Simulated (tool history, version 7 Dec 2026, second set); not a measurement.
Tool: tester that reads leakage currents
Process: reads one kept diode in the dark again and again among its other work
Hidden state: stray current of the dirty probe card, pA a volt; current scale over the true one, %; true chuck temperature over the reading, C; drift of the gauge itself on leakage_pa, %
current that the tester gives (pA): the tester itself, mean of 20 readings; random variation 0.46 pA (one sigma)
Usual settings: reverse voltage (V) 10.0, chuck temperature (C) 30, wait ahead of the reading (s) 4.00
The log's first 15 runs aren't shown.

| run | hour | reverse voltage (V) | chuck temperature (C) | wait ahead of the reading (s) | hours of work since the probe card was cleaned | hours of work since the tester was calibrated | hours of work since the chuck was calibrated | current that the tester gives (pA) |
|---|---|---|---|---|---|---|---|---|
|  | 1068.2 | chuck's temperature calibrated |
| 16 | 1074.2 | 10.0 | 30 | 0.72 | 2244 | 1311 | 3 | 154.84 |
| 17 | 1176.0 | 10.0 | 30 | 0.72 | 2297 | 1364 | 56 | 153.65 |
| 18 | 1231.5 | 10.0 | 30 | 0.72 | 2326 | 1393 | 85 | 154.10 |
| 19 | 1312.7 | 10.0 | 30 | 0.72 | 2369 | 1435 | 128 | 153.36 |
| 20 | 1368.9 | 10.0 | 30 | 0.72 | 2398 | 1465 | 157 | 153.67 |
| 21 | 1443.4 | 1.6 | 22 | 4.00 | 2437 | 1504 | 196 | 38.09 |
| 22 | 1528.9 | 4.4 | 42 | 5.58 | 2482 | 1548 | 241 | 321.17 |
| 23 | 1630.1 | 7.5 | 36 | 0.81 | 2535 | 1601 | 294 | 233.48 |
| 24 | 1720.8 | 5.9 | 38 | 0.49 | 2582 | 1649 | 341 | 255.47 |
| 25 | 1820.4 | 1.8 | 21 | 9.56 | 2635 | 1701 | 394 | 36.21 |
| 26 | 1877.5 | 1.8 | 21 | 9.56 | 2664 | 1731 | 423 | 36.02 |
| 27 | 1956.9 | 2.2 | 20 | 9.65 | 2706 | 1772 | 465 | 34.93 |
| 28 | 2005.1 | 2.2 | 20 | 9.65 | 2731 | 1798 | 490 | 35.33 |
| 29 | 2084.8 | 2.2 | 20 | 7.49 | 2773 | 1839 | 532 | 35.25 |
| 30 | 2151.8 | 1.1 | 29 | 4.94 | 2808 | 1874 | 567 | 63.52 |
| 31 | 2204.8 | 1.1 | 29 | 4.94 | 2836 | 1902 | 595 | 63.51 |
| 32 | 2269.8 | 19.0 | 53 | 6.53 | 2870 | 1936 | 629 | 1313.93 |
| 33 | 2324.1 | 19.0 | 53 | 6.53 | 2898 | 1965 | 657 | 1306.45 |
| 34 | 2422.1 | 19.0 | 53 | 6.53 | 2949 | 2016 | 708 | 1313.54 |
| 35 | 2465.9 | 3.1 | 40 | 3.16 | 2972 | 2039 | 731 | 241.23 |
| 36 | 2508.3 | 3.7 | 39 | 0.50 | 2994 | 2061 | 754 | 234.89 |
|  | 2550.2 | chuck's temperature calibrated |
| 37 | 2567.4 | 3.7 | 39 | 0.50 | 3024 | 2091 | 9 | 236.03 |
| 38 | 2609.5 | 4.8 | 27 | 4.00 | 3046 | 2113 | 31 | 90.25 |
| 39 | 2707.2 | 1.9 | 21 | 4.00 | 3097 | 2164 | 82 | 36.66 |

Forecast each of these 3 alternatives for the next run:
| A | 2757.2 | 17.3 | 30 | 4.00 | 3124 | 2190 | 108 | ? |
| B | 2757.2 | 17.7 | 30 | 4.00 | 3124 | 2190 | 108 | ? |
| C | 2757.2 | 16.1 | 21 | 4.00 | 3124 | 2190 | 108 | ? |

| run | current that the tester gives (pA) |
|---|---|
| A | 186.49 |
| B | 186.25 |
| C | 78.93 |
Without the tool's hidden state the same runs would have given:
| run | current that the tester gives (pA) |
|---|---|
| A | 186.32 |
| B | 186.08 |
| C | 78.78 |

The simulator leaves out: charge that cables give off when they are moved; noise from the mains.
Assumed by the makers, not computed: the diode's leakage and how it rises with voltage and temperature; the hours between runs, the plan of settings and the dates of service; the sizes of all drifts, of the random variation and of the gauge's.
